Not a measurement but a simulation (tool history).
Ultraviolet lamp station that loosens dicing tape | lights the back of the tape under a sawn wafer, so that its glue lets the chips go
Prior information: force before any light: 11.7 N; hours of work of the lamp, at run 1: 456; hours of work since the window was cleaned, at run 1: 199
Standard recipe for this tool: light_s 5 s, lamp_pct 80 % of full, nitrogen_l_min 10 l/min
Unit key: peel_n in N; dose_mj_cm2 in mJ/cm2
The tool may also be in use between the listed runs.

run	hour	light_s	lamp_pct	nitrogen_l_min	hours of work of the lamp	hours of work since the window was cleaned	peel_n	dose_mj_cm2
1	0.0	5	80	10	456	199	1.056	143
2	11.1	5	80	10	463	206	1.034	144
3	26.4	5	80	10	472	215	1.055	140
4	40.7	5	80	10	481	224	1.136	140
5	57.0	5	80	10	491	234	1.156	140
6	65.6	5	80	10	496	239	1.178	141
7	74.6	5	80	10	501	245	1.171	137
8	90.4	5	99	10	511	254	0.706	168
9	108.2	5	99	10	522	265	0.763	168
10	117.0	4	80	10	527	270	1.929	106
11	127.3	4	80	11	533	277	1.980	106
12	146.5	4	80	11	545	288	1.914	101
# hour 148.9: window cleaned of glue's vapour
13	163.8	5	80	3	555	9	2.630	123
14	173.9	5	80	17	561	15	1.158	124
15	185.3	5	81	17	568	22	1.159	125
# hour 199.9: window cleaned of glue's vapour, once more
16	205.2	5	65	10	580	3	1.883	106
17	222.0	5	65	10	590	13	1.927	106
18	232.8	5	80	10	597	20	1.310	124
19	251.3	5	80	10	608	31	1.413	123
20	263.5	5	80	10	615	39	1.425	129
# hour 267.2: lamp changed
21	273.6	5	80	10	4	44	0.330	220
22	291.4	5	90	6	15	55	0.361	245
23	306.5	7	94	14	24	64	0.066	353
24	320.3	8	62	10	32	72	0.183	269
25	336.1	3	76	9	42	82	1.632	122
26	354.0	2	93	7	53	93	2.493	91
27	373.0	5	80	4	64	104	0.851	204
28	386.8	5	80	4	73	113	0.821	205
29	400.1	6	93	16	81	121	0.106	280
30	408.9	9	93	12	86	126	0.054	421
31	427.3	5	97	5	97	137	0.442	241
32	443.7	3	97	8	107	147	1.215	142
33	458.7	4	80	4	116	157	1.520	153
34	470.0	2	66	7	123	163	4.261	61
35	485.2	3	70	5	132	173	2.822	102
36	494.5	2	65	12	138	178	3.979	59
37	508.9	3	84	7	147	187	1.801	116
38	528.5	3	77	7	159	199	2.219	106
39	543.2	3	77	7	168	208	2.229	109
40	556.9	3	77	7	176	216	2.275	104
41	566.7	3	77	7	182	222	2.312	104
42	582.8	3	77	7	192	232	2.379	106

Branching from run 42: 5 alternative next runs. What would each branch give?
A	601.7	3	77	7	203	243	?	?
B	601.7	6	82	5	203	243	?	?
C	601.7	7	69	4	203	243	?	?
D	601.7	3	65	5	203	243	?	?
E	601.7	3	66	8	203	243	?	?

run	peel_n	dose_mj_cm2
A	2.446	103
B	0.607	223
C	0.753	215
D	3.342	85
E	2.685	89
Without the tool's hidden state the same runs would have given:
run	peel_n	dose_mj_cm2
A	1.597	131
B	0.291	283
C	0.380	274
D	2.403	109
E	1.837	113
